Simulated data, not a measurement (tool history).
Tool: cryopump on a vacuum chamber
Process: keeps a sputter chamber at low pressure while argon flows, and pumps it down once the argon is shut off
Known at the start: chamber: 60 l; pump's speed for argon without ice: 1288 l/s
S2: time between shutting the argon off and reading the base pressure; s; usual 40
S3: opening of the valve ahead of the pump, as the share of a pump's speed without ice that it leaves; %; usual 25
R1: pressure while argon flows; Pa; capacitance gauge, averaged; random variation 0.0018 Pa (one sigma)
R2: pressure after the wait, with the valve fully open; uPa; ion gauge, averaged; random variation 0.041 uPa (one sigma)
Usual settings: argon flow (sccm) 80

{"run": 1, "day": 0.0, "argon flow (sccm)": 80, "S2": 40, "S3": 25, "R1": 0.4333, "R2": 2.72}
{"run": 2, "day": 1.229, "argon flow (sccm)": 105, "S2": 40, "S3": 25, "R1": 0.5654, "R2": 2.61}
{"run": 3, "day": 3.233, "argon flow (sccm)": 105, "S2": 40, "S3": 25, "R1": 0.5715, "R2": 2.76}
{"run": 4, "day": 5.271, "argon flow (sccm)": 105, "S2": 40, "S3": 25, "R1": 0.5748, "R2": 2.75}
{"run": 5, "day": 7.592, "argon flow (sccm)": 124, "S2": 40, "S3": 25, "R1": 0.6831, "R2": 2.76}
{"run": 6, "day": 8.642, "argon flow (sccm)": 124, "S2": 40, "S3": 25, "R1": 0.6891, "R2": 2.72}
{"run": 7, "day": 10.429, "argon flow (sccm)": 80, "S2": 298, "S3": 25, "R1": 0.4499, "R2": 0.95}
{"run": 8, "day": 12.554, "argon flow (sccm)": 80, "S2": 60, "S3": 25, "R1": 0.4529, "R2": 2.17}
{"run": 9, "day": 13.846, "argon flow (sccm)": 80, "S2": 60, "S3": 25, "R1": 0.4539, "R2": 2.14}
{"run": 10, "day": 15.646, "argon flow (sccm)": 78, "S2": 40, "S3": 25, "R1": 0.4447, "R2": 2.88}
{"run": 11, "day": 17.608, "argon flow (sccm)": 78, "S2": 40, "S3": 25, "R1": 0.4481, "R2": 2.92}
{"run": 12, "day": 19.692, "argon flow (sccm)": 80, "S2": 40, "S3": 44, "R1": 0.283, "R2": 3.0}
{"run": 13, "day": 21.0, "argon flow (sccm)": 80, "S2": 40, "S3": 52, "R1": 0.2493, "R2": 3.11}
{"run": 14, "day": 22.417, "argon flow (sccm)": 71, "S2": 172, "S3": 23, "R1": 0.4543, "R2": 1.47}
{"run": 15, "day": 24.05, "argon flow (sccm)": 65, "S2": 143, "S3": 29, "R1": 0.3402, "R2": 1.56}
{"day": 25.317, "done": "pump warmed up, emptied and cooled again"}
{"run": 16, "day": 26.371, "argon flow (sccm)": 65, "S2": 143, "S3": 29, "R1": 0.297, "R2": 1.28}
{"run": 17, "day": 27.354, "argon flow (sccm)": 80, "S2": 140, "S3": 55, "R1": 0.1926, "R2": 1.34}
{"run": 18, "day": 28.342, "argon flow (sccm)": 80, "S2": 140, "S3": 55, "R1": 0.1949, "R2": 1.28}
{"run": 19, "day": 30.55, "argon flow (sccm)": 40, "S2": 140, "S3": 53, "R1": 0.103, "R2": 1.32}
{"run": 20, "day": 32.192, "argon flow (sccm)": 40, "S2": 44, "S3": 53, "R1": 0.1038, "R2": 2.7}
{"run": 21, "day": 34.004, "argon flow (sccm)": 75, "S2": 90, "S3": 53, "R1": 0.1978, "R2": 1.75}
{"run": 22, "day": 36.171, "argon flow (sccm)": 38, "S2": 77, "S3": 38, "R1": 0.1377, "R2": 1.89}
{"run": 23, "day": 37.35, "argon flow (sccm)": 38, "S2": 77, "S3": 38, "R1": 0.1391, "R2": 1.93}
{"run": 24, "day": 38.904, "argon flow (sccm)": 71, "S2": 52, "S3": 24, "R1": 0.4056, "R2": 2.56}
{"run": 25, "day": 40.579, "argon flow (sccm)": 148, "S2": 132, "S3": 17, "R1": 1.1809, "R2": 1.52}
{"run": 26, "day": 41.888, "argon flow (sccm)": 148, "S2": 132, "S3": 17, "R1": 1.1746, "R2": 1.55}

3 ways to go on from here, each from the tool as it stands after run 26. What would each give?
{"run": "A", "day": 43.421, "argon flow (sccm)": 144, "S2": 232, "S3": 59, "R1": "?", "R2": "?"}
{"run": "B", "day": 43.421, "argon flow (sccm)": 142, "S2": 40, "S3": 25, "R1": "?", "R2": "?"}
{"run": "C", "day": 43.421, "argon flow (sccm)": 74, "S2": 103, "S3": 41, "R1": "?", "R2": "?"}

run=A R1=0.3666 R2=1.35
run=B R1=0.7919 R2=3.19
run=C R1=0.2600 R2=1.80
Without the tool's hidden state the same runs would have given:
run=A R1=0.3214 R2=0.63
run=B R1=0.7473 R2=2.47
run=C R1=0.2368 R2=1.08
